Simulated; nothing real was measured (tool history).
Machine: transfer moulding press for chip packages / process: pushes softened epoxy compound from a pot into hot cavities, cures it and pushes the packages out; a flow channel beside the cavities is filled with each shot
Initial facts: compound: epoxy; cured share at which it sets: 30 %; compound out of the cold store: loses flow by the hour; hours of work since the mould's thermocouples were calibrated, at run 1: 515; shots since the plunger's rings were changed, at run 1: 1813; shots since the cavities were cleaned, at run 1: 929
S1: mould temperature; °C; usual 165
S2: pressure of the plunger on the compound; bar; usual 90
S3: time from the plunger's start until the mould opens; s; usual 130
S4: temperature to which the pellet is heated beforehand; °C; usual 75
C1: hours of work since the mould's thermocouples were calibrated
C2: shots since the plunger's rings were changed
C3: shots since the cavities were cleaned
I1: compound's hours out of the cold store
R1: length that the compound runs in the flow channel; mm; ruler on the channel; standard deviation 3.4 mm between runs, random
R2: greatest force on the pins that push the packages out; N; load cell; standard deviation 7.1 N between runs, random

| run | hour | S1 | S2 | S3 | S4 | C1 | C2 | C3 | I1 | R1 | R2 |
|---|---|---|---|---|---|---|---|---|---|---|---|
| 1 | 0 | 165 | 90 | 130 | 75 | 515 | 1813 | 929 | 19 | 611 | 570 |
|  | 10.6 | cavities cleaned with cleaning compound and waxed |
| 2 | 15.5 | 165 | 90 | 130 | 75 | 525 | 1968 | 54 | 22.6 | 598 | 609 |
| 3 | 24.8 | 165 | 68 | 130 | 75 | 532 | 2071 | 157 | 17.4 | 532 | 633 |
| 4 | 42.6 | 165 | 68 | 130 | 75 | 545 | 2268 | 354 | 44.9 | 445 | 580 |
| 5 | 62.2 | 165 | 68 | 130 | 75 | 559 | 2486 | 572 | 34.3 | 479 | 592 |
| 6 | 74.2 | 165 | 90 | 130 | 75 | 568 | 2618 | 704 | 32 | 557 | 597 |
| 7 | 82.9 | 165 | 90 | 130 | 72 | 574 | 2715 | 801 | 41.7 | 527 | 576 |
|  | 95.5 | cavities cleaned with cleaning compound and waxed, once more |
| 8 | 95.5 | 165 | 90 | 130 | 72 | 582 | 2838 | 0 | 47.8 | 506 | 287 |
| 9 | 112.1 | 165 | 90 | 130 | 72 | 594 | 3021 | 183 | 8 | 658 | 416 |
| 10 | 121.8 | 165 | 90 | 130 | 72 | 602 | 3129 | 291 | 30.5 | 560 | 456 |
| 11 | 133 | 165 | 90 | 130 | 75 | 610 | 3253 | 415 | 34.7 | 549 | 478 |
| 12 | 149.3 | 165 | 90 | 150 | 75 | 622 | 3433 | 595 | 16.2 | 611 | 499 |
|  | 162 | mould's thermocouples calibrated |
| 13 | 166.7 | 165 | 90 | 130 | 75 | 3 | 3604 | 766 | 20 | 587 | 558 |
| 14 | 181.7 | 165 | 90 | 130 | 75 | 14 | 3771 | 933 | 28.8 | 556 | 558 |
|  | 192.2 | cavities cleaned with cleaning compound and waxed |
| 15 | 201.9 | 159 | 77.3 | 149 | 84 | 28 | 3977 | 107 | 13.2 | 594 | 423 |
| 16 | 216 | 165 | 102.7 | 137 | 75 | 38 | 4133 | 263 | 25.8 | 615 | 400 |
| 17 | 225 | 165 | 102.7 | 137 | 75 | 45 | 4234 | 364 | 44.1 | 539 | 440 |
| 18 | 234.5 | 166 | 98.2 | 137 | 75 | 52 | 4339 | 469 | 20.6 | 606 | 478 |
| 19 | 242.7 | 166 | 98.2 | 137 | 75 | 58 | 4430 | 560 | 29.8 | 574 | 474 |
| 20 | 256.6 | 165 | 106.1 | 120 | 73 | 68 | 4583 | 713 | 29.6 | 605 | 591 |
| 21 | 272.3 | 165 | 106.1 | 120 | 73 | 79 | 4757 | 887 | 18.9 | 639 | 628 |
| 22 | 284.4 | 171 | 90 | 142 | 75 | 88 | 4891 | 1021 | 35.5 | 515 | 489 |
|  | 287.2 | cavities cleaned with cleaning compound and waxed |
| 23 | 302.3 | 171 | 90 | 142 | 75 | 100 | 5073 | 167 | 19.3 | 575 | 344 |
|  | 307.4 | plunger's sealing rings changed |
| 24 | 314.8 | 165 | 107 | 121 | 75 | 107 | 82 | 278 | 27.3 | 631 | 476 |
| 25 | 326.3 | 165 | 90 | 130 | 79 | 116 | 209 | 405 | 40.5 | 540 | 476 |
| 26 | 341.3 | 165 | 76 | 130 | 79 | 127 | 375 | 571 | 8.6 | 600 | 525 |
| 27 | 349.5 | 171 | 75.9 | 130 | 75 | 133 | 466 | 662 | 17.8 | 548 | 477 |
| 28 | 361.9 | 164 | 77.1 | 114 | 75 | 142 | 603 | 799 | 27.4 | 537 | 698 |

Branching from run 28: 5 alternative next runs. What would each branch give?
| A | 381.2 | 165 | 75.8 | 130 | 65 | 156 | 817 | 1013 | 11.9 | ? | ? |
| B | 381.2 | 165 | 79.7 | 121 | 84 | 156 | 817 | 1013 | 21 | ? | ? |
| C | 381.2 | 165 | 90 | 163 | 81 | 156 | 817 | 1013 | 44.3 | ? | ? |
| D | 381.2 | 164 | 83.8 | 117 | 73 | 156 | 817 | 1013 | 17.6 | ? | ? |
| E | 381.2 | 160 | 87.2 | 161 | 75 | 156 | 817 | 1013 | 30.9 | ? | ? |

| run | R1 | R2 |
|---|---|---|
| A | 590 | 597 |
| B | 565 | 609 |
| C | 514 | 477 |
| D | 594 | 700 |
| E | 575 | 552 |
With the hidden condition removed and each run's random variation left untouched, the same runs would have given:
| run | R1 | R2 |
|---|---|---|
| A | 594 | 302 |
| B | 568 | 304 |
| C | 517 | 247 |
| D | 597 | 347 |
| E | 579 | 281 |
